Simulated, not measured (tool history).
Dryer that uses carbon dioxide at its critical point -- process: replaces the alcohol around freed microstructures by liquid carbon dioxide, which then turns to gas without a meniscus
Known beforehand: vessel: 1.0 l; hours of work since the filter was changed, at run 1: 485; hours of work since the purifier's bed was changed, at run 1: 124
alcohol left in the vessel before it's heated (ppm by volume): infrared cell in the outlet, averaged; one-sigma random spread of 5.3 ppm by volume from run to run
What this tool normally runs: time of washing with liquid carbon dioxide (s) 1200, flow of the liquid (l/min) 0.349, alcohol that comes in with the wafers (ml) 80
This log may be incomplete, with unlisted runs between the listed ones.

| run | day | time of washing with liquid carbon dioxide (s) | flow of the liquid (l/min) | alcohol that comes in with the wafers (ml) | hours of work since the filter was changed | hours of work since the purifier's bed was changed | alcohol left in the vessel before it's heated (ppm by volume) |
|---|---|---|---|---|---|---|---|
| 1 | 0.000 | 1200 | 0.349 | 80 | 485 | 124 | 291 |
|  | 0.362 | inlet filter changed |
| 2 | 0.362 | 1200 | 0.349 | 80 | 0 | 127 | 148 |
| 3 | 0.692 | 1200 | 0.349 | 80 | 4 | 131 | 151 |
| 4 | 1.025 | 1200 | 0.349 | 80 | 7 | 134 | 146 |
| 5 | 1.304 | 1200 | 0.349 | 80 | 10 | 137 | 148 |
| 6 | 1.604 | 1740 | 0.349 | 80 | 13 | 140 | 41 |
| 7 | 1.867 | 1740 | 0.349 | 80 | 16 | 143 | 24 |
| 8 | 2.046 | 1740 | 0.528 | 25 | 18 | 145 | 14 |
| 9 | 2.221 | 1740 | 0.528 | 25 | 20 | 147 | 21 |
| 10 | 2.450 | 1740 | 0.528 | 25 | 22 | 149 | 19 |
| 11 | 2.646 | 1740 | 0.330 | 46 | 24 | 152 | 37 |
| 12 | 2.838 | 1020 | 0.330 | 42 | 26 | 154 | 267 |
| 13 | 3.046 | 1200 | 0.349 | 75 | 29 | 156 | 153 |

Each row is a separate what-if for the run after 13, all from the same tool condition, not one after another. Results?
| A | 3.367 | 1200 | 0.349 | 20 | 32 | 159 | ? |
| B | 3.367 | 1200 | 0.252 | 37 | 32 | 159 | ? |
| C | 3.367 | 1680 | 0.428 | 55 | 32 | 159 | ? |
| D | 3.367 | 1200 | 0.537 | 104 | 32 | 159 | ? |
| E | 3.367 | 1920 | 0.349 | 80 | 32 | 159 | ? |

| run | alcohol left in the vessel before it's heated (ppm by volume) |
|---|---|
| A | 51 |
| B | 414 |
| C | 26 |
| D | 23 |
| E | 33 |
With the hidden condition removed and each run's random variation left untouched, the same runs would have given:
| run | alcohol left in the vessel before it's heated (ppm by volume) |
|---|---|
| A | 29 |
| B | 369 |
| C | 6 |
| D | 2 |
| E | 13 |
